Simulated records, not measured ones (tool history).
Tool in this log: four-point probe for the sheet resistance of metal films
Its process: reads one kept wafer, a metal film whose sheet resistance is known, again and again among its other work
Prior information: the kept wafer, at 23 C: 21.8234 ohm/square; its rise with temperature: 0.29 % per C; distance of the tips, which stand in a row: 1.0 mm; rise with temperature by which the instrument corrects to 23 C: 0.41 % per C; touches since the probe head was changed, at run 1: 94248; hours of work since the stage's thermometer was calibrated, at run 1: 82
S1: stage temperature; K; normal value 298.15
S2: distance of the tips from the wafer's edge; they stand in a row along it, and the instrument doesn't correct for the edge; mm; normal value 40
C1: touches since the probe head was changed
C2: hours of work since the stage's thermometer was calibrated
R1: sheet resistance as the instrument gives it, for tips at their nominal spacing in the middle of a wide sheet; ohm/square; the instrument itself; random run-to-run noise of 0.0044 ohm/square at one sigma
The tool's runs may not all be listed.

run 1 hour=0.0 | S1=298.15 S2=40 | C1=94248 C2=82 | R1=22.010754
run 2 hour=14.1 | S1=298.15 S2=40 | C1=95036 C2=91 | R1=22.009872
run 3 hour=27.9 | S1=298.15 S2=8 | C1=95810 C2=100 | R1=22.189495
run 4 hour=52.0 | S1=298.15 S2=46 | C1=97160 C2=116 | R1=22.011392
run 5 hour=78.5 | S1=298.15 S2=40 | C1=98640 C2=133 | R1=22.019233
run 6 hour=99.8 | S1=298.15 S2=40 | C1=99835 C2=147 | R1=22.016736
-- hour=109.8 new probe head fitted
run 7 hour=121.3 | S1=298.15 S2=40 | C1=642 C2=160 | R1=21.709072
run 8 hour=147.6 | S1=298.15 S2=40 | C1=2112 C2=177 | R1=21.704759
run 9 hour=163.7 | S1=298.15 S2=40 | C1=3017 C2=188 | R1=21.712798
run 10 hour=181.5 | S1=298.15 S2=40 | C1=4011 C2=199 | R1=21.723641
-- hour=184.2 stage's thermometer calibrated
run 11 hour=205.5 | S1=298.15 S2=40 | C1=5330 C2=14 | R1=21.715868
run 12 hour=225.0 | S1=300.15 S2=40 | C1=6419 C2=27 | R1=21.666270
run 13 hour=244.0 | S1=302.15 S2=40 | C1=7484 C2=39 | R1=21.620258
run 14 hour=263.1 | S1=302.15 S2=40 | C1=8553 C2=51 | R1=21.614110
run 15 hour=276.6 | S1=302.15 S2=40 | C1=9310 C2=60 | R1=21.619793
run 16 hour=300.1 | S1=302.15 S2=40 | C1=10623 C2=75 | R1=21.623598
-- hour=310.8 stage's thermometer calibrated, once more
run 17 hour=325.2 | S1=293.15 S2=11 | C1=12001 C2=9 | R1=21.950916
run 18 hour=343.3 | S1=303.15 S2=40 | C1=13015 C2=21 | R1=21.608732
run 19 hour=355.3 | S1=305.15 S2=5 | C1=13689 C2=29 | R1=22.007767
run 20 hour=385.3 | S1=300.15 S2=3 | C1=15365 C2=48 | R1=22.893284
run 21 hour=399.7 | S1=292.15 S2=63 | C1=16173 C2=58 | R1=21.895040
run 22 hour=416.0 | S1=305.15 S2=61 | C1=17082 C2=68 | R1=21.560455
run 23 hour=435.0 | S1=305.15 S2=12 | C1=18148 C2=81 | R1=21.641769
run 24 hour=453.3 | S1=296.15 S2=6 | C1=19174 C2=93 | R1=22.113026
run 25 hour=477.0 | S1=296.15 S2=6 | C1=20502 C2=108 | R1=22.111398
run 26 hour=497.3 | S1=292.15 S2=6 | C1=21635 C2=121 | R1=22.221619
run 27 hour=509.5 | S1=308.15 S2=12 | C1=22321 C2=129 | R1=21.567644
run 28 hour=527.9 | S1=298.15 S2=56 | C1=23348 C2=141 | R1=21.747514
run 29 hour=555.2 | S1=298.15 S2=31 | C1=24876 C2=159 | R1=21.758597

What if the next run were any one of these 3? Each begins from the tool's condition after run 29:
run A hour=568.5 | S1=295.15 S2=3 | C1=25621 C2=168 | R1=?
run B hour=568.5 | S1=291.15 S2=40 | C1=25621 C2=168 | R1=?
run C hour=568.5 | S1=303.15 S2=5 | C1=25621 C2=168 | R1=?

run=A R1=23.054507
run=B R1=21.938901
run=C R1=22.068065
With the hidden condition removed and each run's random variation left untouched, the same runs would have given:
run=A R1=23.082014
run=B R1=21.965221
run=C R1=22.094390

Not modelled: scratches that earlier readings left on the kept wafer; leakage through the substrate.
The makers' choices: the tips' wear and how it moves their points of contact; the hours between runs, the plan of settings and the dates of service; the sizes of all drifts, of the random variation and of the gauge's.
